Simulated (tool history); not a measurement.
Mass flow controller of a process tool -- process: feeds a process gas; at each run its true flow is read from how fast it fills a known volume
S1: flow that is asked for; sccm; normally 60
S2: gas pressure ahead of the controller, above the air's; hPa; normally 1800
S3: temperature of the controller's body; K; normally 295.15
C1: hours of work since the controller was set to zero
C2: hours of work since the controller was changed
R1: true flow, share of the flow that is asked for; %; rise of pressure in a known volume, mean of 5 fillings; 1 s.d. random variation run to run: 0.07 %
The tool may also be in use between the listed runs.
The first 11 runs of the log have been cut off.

{"run": 12, "hour": 2973.1, "S1": 60, "S2": 1800, "S3": 294.15, "C1": 5209, "C2": 5209, "R1": 98.43}
{"run": 13, "hour": 3209.6, "S1": 60, "S2": 2200, "S3": 294.15, "C1": 5285, "C2": 5285, "R1": 98.55}
{"run": 14, "hour": 3403.3, "S1": 60, "S2": 1420, "S3": 295.15, "C1": 5347, "C2": 5347, "R1": 98.37}
{"run": 15, "hour": 3664.1, "S1": 60, "S2": 1420, "S3": 295.15, "C1": 5431, "C2": 5431, "R1": 98.29}
{"run": 16, "hour": 3876.2, "S1": 16, "S2": 1800, "S3": 294.15, "C1": 5499, "C2": 5499, "R1": 93.18}
{"run": 17, "hour": 4207.7, "S1": 39, "S2": 1790, "S3": 311.15, "C1": 5605, "C2": 5605, "R1": 97.56}
{"run": 18, "hour": 4546.1, "S1": 39, "S2": 1790, "S3": 311.15, "C1": 5713, "C2": 5713, "R1": 97.54}
{"run": 19, "hour": 4862.7, "S1": 24, "S2": 1790, "S3": 311.15, "C1": 5815, "C2": 5815, "R1": 95.69}
{"run": 20, "hour": 5240.0, "S1": 24, "S2": 1790, "S3": 311.15, "C1": 5935, "C2": 5935, "R1": 95.58}
{"run": 21, "hour": 5542.8, "S1": 94, "S2": 1540, "S3": 301.15, "C1": 6032, "C2": 6032, "R1": 99.73}
{"run": 22, "hour": 5874.1, "S1": 94, "S2": 1540, "S3": 301.15, "C1": 6138, "C2": 6138, "R1": 99.72}
{"run": 23, "hour": 6212.6, "S1": 39, "S2": 1800, "S3": 305.15, "C1": 6247, "C2": 6247, "R1": 97.24}
{"run": 24, "hour": 6454.4, "S1": 39, "S2": 1800, "S3": 305.15, "C1": 6324, "C2": 6324, "R1": 97.17}
{"run": 25, "hour": 6746.6, "S1": 66, "S2": 1800, "S3": 305.15, "C1": 6418, "C2": 6418, "R1": 98.87}
{"run": 26, "hour": 7064.9, "S1": 66, "S2": 1800, "S3": 305.15, "C1": 6520, "C2": 6520, "R1": 98.72}
{"run": 27, "hour": 7236.4, "S1": 60, "S2": 1800, "S3": 300.15, "C1": 6575, "C2": 6575, "R1": 98.33}
{"run": 28, "hour": 7555.2, "S1": 13, "S2": 2500, "S3": 306.15, "C1": 6677, "C2": 6677, "R1": 91.04}
{"run": 29, "hour": 7760.7, "S1": 26, "S2": 2110, "S3": 296.15, "C1": 6743, "C2": 6743, "R1": 95.21}
{"run": 30, "hour": 8114.0, "S1": 26, "S2": 2110, "S3": 296.15, "C1": 6856, "C2": 6856, "R1": 95.2}

Each row is a separate what-if for the run after 30, all from the same tool condition, not one after another. Results?
{"run": "A", "hour": 8353.0, "S1": 18, "S2": 2110, "S3": 296.15, "C1": 6932, "C2": 6932, "R1": "?"}
{"run": "B", "hour": 8353.0, "S1": 26, "S2": 2660, "S3": 296.15, "C1": 6932, "C2": 6932, "R1": "?"}
{"run": "C", "hour": 8353.0, "S1": 26, "S2": 2110, "S3": 308.15, "C1": 6932, "C2": 6932, "R1": "?"}

run=A R1=93.02
run=B R1=95.18
run=C R1=95.39
The same runs, with their run-to-run variation unchanged, on a tool lacking any hidden condition would have given:
run=A R1=98.52
run=B R1=98.68
run=C R1=98.89

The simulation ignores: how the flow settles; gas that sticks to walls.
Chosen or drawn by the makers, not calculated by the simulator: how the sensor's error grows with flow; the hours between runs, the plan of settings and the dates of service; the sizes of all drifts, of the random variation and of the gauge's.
